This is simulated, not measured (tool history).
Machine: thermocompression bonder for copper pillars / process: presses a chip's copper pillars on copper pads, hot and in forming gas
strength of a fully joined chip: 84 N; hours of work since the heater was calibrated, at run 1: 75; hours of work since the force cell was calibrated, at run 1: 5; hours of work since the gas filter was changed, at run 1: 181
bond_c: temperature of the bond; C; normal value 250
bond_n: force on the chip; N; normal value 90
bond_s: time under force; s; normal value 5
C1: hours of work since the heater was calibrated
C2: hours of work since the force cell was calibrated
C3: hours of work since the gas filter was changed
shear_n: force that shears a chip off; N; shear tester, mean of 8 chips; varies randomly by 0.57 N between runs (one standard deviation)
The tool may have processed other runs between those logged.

{"run": 1, "hour": 0.0, "bond_c": 250, "bond_n": 90, "bond_s": 5, "C1": 75, "C2": 5, "C3": 181, "shear_n": 40.3}
{"run": 2, "hour": 8.0, "bond_c": 245, "bond_n": 90, "bond_s": 5, "C1": 81, "C2": 11, "C3": 187, "shear_n": 37.2}
{"run": 3, "hour": 16.0, "bond_c": 245, "bond_n": 90, "bond_s": 5, "C1": 86, "C2": 17, "C3": 193, "shear_n": 37.1}
{"run": 4, "hour": 29.7, "bond_c": 245, "bond_n": 90, "bond_s": 5, "C1": 97, "C2": 27, "C3": 203, "shear_n": 37.1}
{"run": 5, "hour": 36.3, "bond_c": 245, "bond_n": 90, "bond_s": 5, "C1": 101, "C2": 32, "C3": 208, "shear_n": 36.9}
{"run": 6, "hour": 47.7, "bond_c": 245, "bond_n": 90, "bond_s": 5, "C1": 110, "C2": 40, "C3": 216, "shear_n": 37.3}
{"run": 7, "hour": 55.0, "bond_c": 250, "bond_n": 90, "bond_s": 5, "C1": 115, "C2": 46, "C3": 222, "shear_n": 39.1}
{"run": 8, "hour": 66.1, "bond_c": 250, "bond_n": 90, "bond_s": 5, "C1": 124, "C2": 54, "C3": 230, "shear_n": 39.2}
{"run": 9, "hour": 79.1, "bond_c": 250, "bond_n": 90, "bond_s": 5, "C1": 133, "C2": 64, "C3": 239, "shear_n": 39.8}
{"run": 10, "hour": 87.7, "bond_c": 250, "bond_n": 90, "bond_s": 5, "C1": 139, "C2": 70, "C3": 246, "shear_n": 39.5}
{"hour": 90.4, "done": "heater calibrated with a thermocouple chip"}
{"run": 11, "hour": 95.6, "bond_c": 250, "bond_n": 90, "bond_s": 5, "C1": 4, "C2": 74, "C3": 250, "shear_n": 40.2}
{"run": 12, "hour": 104.1, "bond_c": 250, "bond_n": 90, "bond_s": 5, "C1": 10, "C2": 81, "C3": 256, "shear_n": 38.8}
{"run": 13, "hour": 110.7, "bond_c": 250, "bond_n": 76, "bond_s": 5, "C1": 15, "C2": 86, "C3": 261, "shear_n": 34}
{"run": 14, "hour": 117.6, "bond_c": 250, "bond_n": 76, "bond_s": 5, "C1": 20, "C2": 91, "C3": 266, "shear_n": 33.3}
{"run": 15, "hour": 126.0, "bond_c": 250, "bond_n": 76, "bond_s": 5, "C1": 26, "C2": 97, "C3": 273, "shear_n": 32.8}
{"run": 16, "hour": 138.0, "bond_c": 250, "bond_n": 76, "bond_s": 5, "C1": 35, "C2": 106, "C3": 282, "shear_n": 32.7}
{"run": 17, "hour": 143.8, "bond_c": 267, "bond_n": 77, "bond_s": 6, "C1": 39, "C2": 110, "C3": 286, "shear_n": 46}
{"run": 18, "hour": 154.2, "bond_c": 273, "bond_n": 88, "bond_s": 5, "C1": 47, "C2": 118, "C3": 294, "shear_n": 52.2}
{"hour": 162.0, "done": "heater calibrated with a thermocouple chip, once more"}
{"run": 19, "hour": 163.9, "bond_c": 250, "bond_n": 132, "bond_s": 4, "C1": 1, "C2": 123, "C3": 299, "shear_n": 50}
{"run": 20, "hour": 171.7, "bond_c": 224, "bond_n": 132, "bond_s": 14, "C1": 7, "C2": 129, "C3": 305, "shear_n": 52}
{"run": 21, "hour": 180.2, "bond_c": 231, "bond_n": 101, "bond_s": 13, "C1": 13, "C2": 135, "C3": 311, "shear_n": 44.7}
{"run": 22, "hour": 192.5, "bond_c": 223, "bond_n": 90, "bond_s": 5, "C1": 23, "C2": 144, "C3": 320, "shear_n": 24.5}
{"run": 23, "hour": 201.5, "bond_c": 254, "bond_n": 108, "bond_s": 5, "C1": 29, "C2": 151, "C3": 327, "shear_n": 48.9}

Take each entry between the runs: how does the hidden state at the last listed run before it differ from the hidden state at the first listed run after it?
Runs 10 to 11: heater calibrated with a thermocouple chip (hour 90.4)
  true temperature of the bond over the reading, C: 1.3 -> 1.5; oxide that the forming gas leaves, % of the face: 5.48 -> 5.56
  the result without the hidden state subtracted from the measured one, shear_n: -0.8 -> -0.7 N
Runs 18 to 19: heater calibrated with a thermocouple chip, once more (hour 162)
  true temperature of the bond over the reading, C: 1.9 -> 0; oxide that the forming gas leaves, % of the face: 6.41 -> 6.52
  the result without the hidden state subtracted from the measured one, shear_n: -1.6 -> -2.7 N

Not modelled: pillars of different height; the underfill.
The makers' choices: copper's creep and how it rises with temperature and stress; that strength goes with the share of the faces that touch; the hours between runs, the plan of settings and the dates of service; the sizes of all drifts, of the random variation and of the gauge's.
